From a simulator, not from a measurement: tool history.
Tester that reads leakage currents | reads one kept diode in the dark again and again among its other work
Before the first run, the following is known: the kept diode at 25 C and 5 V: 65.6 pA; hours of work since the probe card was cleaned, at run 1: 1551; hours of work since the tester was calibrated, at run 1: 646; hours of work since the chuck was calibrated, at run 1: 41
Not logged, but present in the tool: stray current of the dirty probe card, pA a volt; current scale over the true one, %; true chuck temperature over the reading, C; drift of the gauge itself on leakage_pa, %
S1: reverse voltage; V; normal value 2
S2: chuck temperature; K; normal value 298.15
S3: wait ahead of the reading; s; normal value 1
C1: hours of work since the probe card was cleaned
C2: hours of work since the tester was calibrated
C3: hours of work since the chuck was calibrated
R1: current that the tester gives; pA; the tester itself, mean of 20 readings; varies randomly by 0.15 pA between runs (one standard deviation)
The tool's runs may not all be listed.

Run 1, hour 0: usual settings; C1 1551; C2 646; C3 41. Result: R1 47.89 pA.
Run 2, hour 29.6: usual settings but S1 1.95 V; C1 1571; C2 666; C3 61. Result: R1 47.48 pA.
Run 3, hour 58.4: usual settings but S1 1.95 V; C1 1591; C2 686; C3 81. Result: R1 47.37 pA.
Run 4, hour 90.7: usual settings but S1 1.95 V; C1 1613; C2 708; C3 103. Result: R1 47.61 pA.
Run 5, hour 117.5: usual settings but S1 1.95 V; C1 1631; C2 726; C3 121. Result: R1 47.17 pA.
Run 6, hour 139.1: usual settings but S2 317.15 K; C1 1646; C2 740; C3 136. Result: R1 263.91 pA.
Run 7, hour 161.1: usual settings but S2 317.15 K; C1 1661; C2 755; C3 151. Result: R1 265.63 pA.
Run 8, hour 190.9: usual settings but S1 3.38 V, S2 319.15 K; C1 1681; C2 776; C3 171. Result: R1 379.26 pA.
Run 9, hour 219.6: usual settings but S1 1.18 V, S2 330.15 K; C1 1700; C2 795; C3 190. Result: R1 634.01 pA.

Run 10 comes next. What will it give?
Run 10, hour 247.9: usual settings but S1 1.18 V, S2 330.15 K; C1 1720; C2 814; C3 210. Result: R1 ?.

R1: 638.95 pA
With no hidden state in the tool, this same run would have given R1 638.99 pA.

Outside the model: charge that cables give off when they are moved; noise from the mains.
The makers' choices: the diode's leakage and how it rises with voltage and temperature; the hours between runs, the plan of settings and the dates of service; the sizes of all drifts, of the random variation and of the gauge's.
